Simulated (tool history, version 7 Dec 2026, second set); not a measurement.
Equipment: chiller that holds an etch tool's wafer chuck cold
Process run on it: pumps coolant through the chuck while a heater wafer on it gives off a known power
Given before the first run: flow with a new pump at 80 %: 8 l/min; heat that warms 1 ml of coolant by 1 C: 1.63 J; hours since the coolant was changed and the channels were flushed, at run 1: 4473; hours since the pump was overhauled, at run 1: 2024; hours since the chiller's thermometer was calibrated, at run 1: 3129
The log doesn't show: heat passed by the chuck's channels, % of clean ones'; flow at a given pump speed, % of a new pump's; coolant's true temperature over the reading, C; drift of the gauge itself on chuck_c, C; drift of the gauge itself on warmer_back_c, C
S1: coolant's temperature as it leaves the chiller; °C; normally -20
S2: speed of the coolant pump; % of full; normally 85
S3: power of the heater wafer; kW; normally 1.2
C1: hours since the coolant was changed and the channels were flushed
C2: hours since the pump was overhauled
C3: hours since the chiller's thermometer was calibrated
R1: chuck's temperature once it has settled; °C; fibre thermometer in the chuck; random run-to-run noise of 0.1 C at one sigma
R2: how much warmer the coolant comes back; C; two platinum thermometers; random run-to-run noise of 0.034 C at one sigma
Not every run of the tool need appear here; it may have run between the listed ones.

Run 1, hour 0: usual settings; C1 4473; C2 2024; C3 3129. Result: R1 -10.6 °C, R2 5.11 C.
Run 2, hour 50.8: usual settings but S3 1.76 kW; C1 4523; C2 2075; C3 3179. Result: R1 -6.4 °C, R2 7.6 C.
Run 3, hour 116.7: usual settings but S3 1.76 kW; C1 4589; C2 2141; C3 3245. Result: R1 -6.6 °C, R2 7.62 C.
Run 4, hour 161.7: usual settings but S1 -11 °C; C1 4634; C2 2186; C3 3290. Result: R1 -1.7 °C, R2 5.18 C.
Run 5, hour 221.8: usual settings but S2 97 % of full; C1 4695; C2 2246; C3 3351. Result: R1 -11.7 °C, R2 4.53 C.
Run 6, hour 278.6: usual settings but S2 62 % of full; C1 4751; C2 2303; C3 3407. Result: R1 -8.1 °C, R2 6.94 C.
Run 7, hour 315.5: usual settings but S2 62 % of full; C1 4788; C2 2340; C3 3444. Result: R1 -7.8 °C, R2 6.92 C.
Run 8, hour 369.2: usual settings but S2 62 % of full; C1 4842; C2 2393; C3 3498. Result: R1 -8 °C, R2 7.02 C.
Run 9, hour 410.8: usual settings but S2 62 % of full; C1 4883; C2 2435; C3 3540. Result: R1 -7.9 °C, R2 7 C.
Run 10, hour 438.7: usual settings but S1 -26 °C, S2 73 % of full, S3 1.137 kW; C1 4911; C2 2463; C3 3567. Result: R1 -16 °C, R2 5.69 C.
Run 11, hour 473.5: usual settings but S1 -26 °C, S2 73 % of full, S3 1.137 kW; C1 4946; C2 2498; C3 3602. Result: R1 -16 °C, R2 5.59 C.
Run 12, hour 525.8: usual settings but S1 -11 °C, S3 1.438 kW; C1 4998; C2 2550; C3 3654. Result: R1 0.2 °C, R2 6.13 C.
Run 13, hour 566.1: usual settings but S1 -12 °C, S3 1.536 kW; C1 5039; C2 2590; C3 3695. Result: R1 -0.2 °C, R2 6.52 C.
Run 14, hour 631.9: usual settings; C1 5105; C2 2656; C3 3761. Result: R1 -10.8 °C, R2 5.01 C.
Run 15, hour 665.6: usual settings; C1 5138; C2 2690; C3 3794. Result: R1 -10.9 °C, R2 5.09 C.

What if the next run were any one of these 5? Each begins from the tool's condition after run 15:
Run A, hour 723.3: usual settings but S2 100 % of full; C1 5196; C2 2747; C3 3852. Result: R1 ?, R2 ?.
Run B, hour 723.3: usual settings but S1 -26 °C, S2 76 % of full, S3 0.729 kW; C1 5196; C2 2747; C3 3852. Result: R1 ?, R2 ?.
Run C, hour 723.3: usual settings but S1 -18 °C; C1 5196; C2 2747; C3 3852. Result: R1 ?, R2 ?.
Run D, hour 723.3: usual settings but S2 61 % of full; C1 5196; C2 2747; C3 3852. Result: R1 ?, R2 ?.
Run E, hour 723.3: usual settings but S1 -18 °C, S2 65 % of full; C1 5196; C2 2747; C3 3852. Result: R1 ?, R2 ?.

run     R1    R2
  A    -12  4.26
  B  -19.9  3.36
  C   -8.7  5.09
  D   -7.7  6.96
  E   -6.3  6.57
What these runs would have given with no unlogged condition in the tool:
run    R1    R2
  A   -12  4.41
  B   -20  3.52
  C  -8.7  5.24
  D  -7.8  7.11
  E  -6.3  6.73
